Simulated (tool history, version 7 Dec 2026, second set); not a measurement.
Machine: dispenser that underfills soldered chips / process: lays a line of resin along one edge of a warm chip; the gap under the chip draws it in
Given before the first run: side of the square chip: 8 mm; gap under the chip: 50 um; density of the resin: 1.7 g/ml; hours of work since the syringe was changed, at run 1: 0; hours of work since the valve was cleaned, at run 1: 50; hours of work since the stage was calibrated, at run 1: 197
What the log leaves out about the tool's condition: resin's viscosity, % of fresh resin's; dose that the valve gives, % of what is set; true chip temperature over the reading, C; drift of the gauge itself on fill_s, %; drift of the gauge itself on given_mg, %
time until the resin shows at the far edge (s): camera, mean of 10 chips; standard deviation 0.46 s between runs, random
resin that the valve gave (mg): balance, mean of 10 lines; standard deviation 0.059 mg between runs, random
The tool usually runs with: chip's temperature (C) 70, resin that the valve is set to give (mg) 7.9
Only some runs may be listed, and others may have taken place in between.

| run | hour | chip's temperature (C) | resin that the valve is set to give (mg) | hours of work since the syringe was changed | hours of work since the valve was cleaned | hours of work since the stage was calibrated | time until the resin shows at the far edge (s) | resin that the valve gave (mg) |
|---|---|---|---|---|---|---|---|---|
| 1 | 0 | 70 | 7.9 | 0 | 50 | 197 | 36.6 | 7.66 |
| 2 | 9.7 | 70 | 7.9 | 7 | 57 | 203 | 58.1 | 7.53 |
|  | 15.5 | new syringe of resin |
| 3 | 17.2 | 70 | 7.9 | 1 | 62 | 208 | 39.6 | 7.48 |
| 4 | 26.5 | 70 | 7.66 | 7 | 68 | 214 | 60.4 | 7.25 |
|  | 31.8 | new syringe of resin |
| 5 | 33.1 | 70 | 7.66 | 1 | 72 | 219 | 39.3 | 7.03 |
| 6 | 38 | 70 | 7.9 | 4 | 76 | 222 | 48.3 | 7.35 |
|  | 48.4 | new syringe of resin |
| 7 | 48.4 | 70 | 7.9 | 0 | 82 | 229 | 37.6 | 7.33 |
| 8 | 55.9 | 61 | 7.9 | 5 | 87 | 234 | 83 | 7.35 |
| 9 | 63.8 | 61 | 7.9 | 10 | 93 | 239 | 118.7 | 7.21 |
|  | 64.9 | new syringe of resin |
| 10 | 68.7 | 61 | 7.9 | 3 | 96 | 242 | 70.6 | 7.11 |
| 11 | 78.8 | 61 | 7.9 | 9 | 103 | 249 | 111.4 | 7.21 |
|  | 81.5 | new syringe of resin |
|  | 83.1 | dispensing valve cleaned and set on the balance |
| 12 | 84.8 | 61 | 7.9 | 2 | 1 | 252 | 64.6 | 7.94 |
| 13 | 94.7 | 61 | 7.9 | 8 | 8 | 259 | 99.7 | 7.83 |
|  | 98.9 | new syringe of resin |
| 14 | 103.8 | 70 | 7.55 | 3 | 14 | 265 | 46.4 | 7.45 |
| 15 | 108.7 | 61 | 8.04 | 7 | 17 | 268 | 91 | 7.95 |
| 16 | 113.9 | 61 | 8.04 | 10 | 21 | 272 | 115.1 | 7.92 |
|  | 115.6 | new syringe of resin |
| 17 | 124.3 | 78 | 6.94 | 6 | 27 | 278 | 38.8 | 6.82 |
|  | 132.2 | new syringe of resin |
| 18 | 134.5 | 64 | 9.98 | 2 | 34 | 285 | 55 | 9.72 |
| 19 | 141.9 | 72 | 9.98 | 7 | 39 | 290 | 51.2 | 9.77 |
| 20 | 147.3 | 57 | 8.97 | 10 | 43 | 294 | 144.3 | 8.6 |
|  | 148.3 | new syringe of resin |
| 21 | 153 | 76 | 9.77 | 3 | 46 | 297 | 33.3 | 9.39 |
| 22 | 157.7 | 76 | 6.74 | 6 | 49 | 300 | 45.6 | 6.47 |
|  | 164.3 | new syringe of resin |
| 23 | 167.2 | 70 | 9.94 | 2 | 56 | 307 | 41.8 | 9.4 |

For some of the steps in time until the resin shows at the far edge (s) from one run to the next: how much would appear even if the tool had no hidden state, given the settings, what came in and random variation, and how much remains for the hidden state plus any gauge scatter that the measured result and the result without hidden state don't share?
Run 19 -> 20: chip's temperature (C) 72 -> 57, resin that the valve is set to give (mg) 9.98 -> 8.97. time until the resin shows at the far edge (s) +93.1: hidden state +56.6, all else +36.5.
Run 20 -> 21: chip's temperature (C) 57 -> 76, resin that the valve is set to give (mg) 8.97 -> 9.77, new syringe of resin. time until the resin shows at the far edge (s) -111: hidden state -69.3, all else -41.7.

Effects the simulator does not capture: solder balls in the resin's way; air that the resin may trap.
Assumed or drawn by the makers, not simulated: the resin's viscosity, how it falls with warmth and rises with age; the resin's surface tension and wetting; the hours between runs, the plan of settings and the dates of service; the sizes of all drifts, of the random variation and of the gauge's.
